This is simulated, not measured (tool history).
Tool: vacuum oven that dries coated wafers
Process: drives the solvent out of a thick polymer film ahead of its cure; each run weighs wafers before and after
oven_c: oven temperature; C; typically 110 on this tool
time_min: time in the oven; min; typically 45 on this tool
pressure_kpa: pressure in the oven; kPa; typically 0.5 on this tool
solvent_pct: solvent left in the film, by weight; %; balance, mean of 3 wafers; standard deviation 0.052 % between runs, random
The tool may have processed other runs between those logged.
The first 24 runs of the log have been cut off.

| run | hour | oven_c | time_min | pressure_kpa | hours of work since the thermocouples were calibrated | hours of work since the vacuum gauge was cleaned of residue | solvent_pct |
|---|---|---|---|---|---|---|---|
| 25 | 478 | 96 | 42 | 1.361 | 704 | 482 | 4.43 |
| 26 | 503.1 | 98 | 42 | 0.41 | 717 | 495 | 3.12 |
| 27 | 516.4 | 95 | 61 | 0.382 | 724 | 502 | 2.22 |
| 28 | 543.7 | 105 | 29 | 0.382 | 738 | 516 | 3.23 |
| 29 | 565.9 | 108 | 29 | 0.695 | 749 | 527 | 2.96 |
| 30 | 585.3 | 102 | 40 | 0.5 | 759 | 537 | 2.68 |
| 31 | 608 | 102 | 40 | 0.5 | 771 | 549 | 2.73 |
| 32 | 621.5 | 122 | 29 | 0.804 | 778 | 556 | 1.14 |
| 33 | 640.3 | 119 | 52 | 0.335 | 788 | 566 | 0.43 |
| 34 | 659.7 | 102 | 59 | 0.274 | 798 | 576 | 1.4 |
| 35 | 672.8 | 102 | 59 | 0.274 | 805 | 583 | 1.33 |
| 36 | 700.6 | 102 | 59 | 0.274 | 819 | 597 | 1.27 |
| 37 | 722.5 | 102 | 59 | 0.274 | 830 | 608 | 1.31 |
| 38 | 736 | 107 | 28 | 0.274 | 837 | 615 | 2.92 |
| 39 | 764.3 | 124 | 34 | 0.297 | 852 | 630 | 0.35 |
| 40 | 782.1 | 110 | 60 | 0.765 | 861 | 639 | 1 |
| 41 | 810.3 | 110 | 60 | 0.765 | 876 | 654 | 0.99 |
| 42 | 830.7 | 110 | 60 | 0.765 | 886 | 664 | 0.98 |
| 43 | 845.7 | 110 | 60 | 0.765 | 894 | 672 | 1.07 |

Run 44 is up next; what results do you expect?
| 44 | 857.7 | 103 | 60 | 1.405 | 900 | 678 | ? |

{"run 44": {"solvent_pct": 2.33}}
Were there no unlogged condition in the tool, this run, its random variation unchanged, would have produced solvent_pct 2.32 %.

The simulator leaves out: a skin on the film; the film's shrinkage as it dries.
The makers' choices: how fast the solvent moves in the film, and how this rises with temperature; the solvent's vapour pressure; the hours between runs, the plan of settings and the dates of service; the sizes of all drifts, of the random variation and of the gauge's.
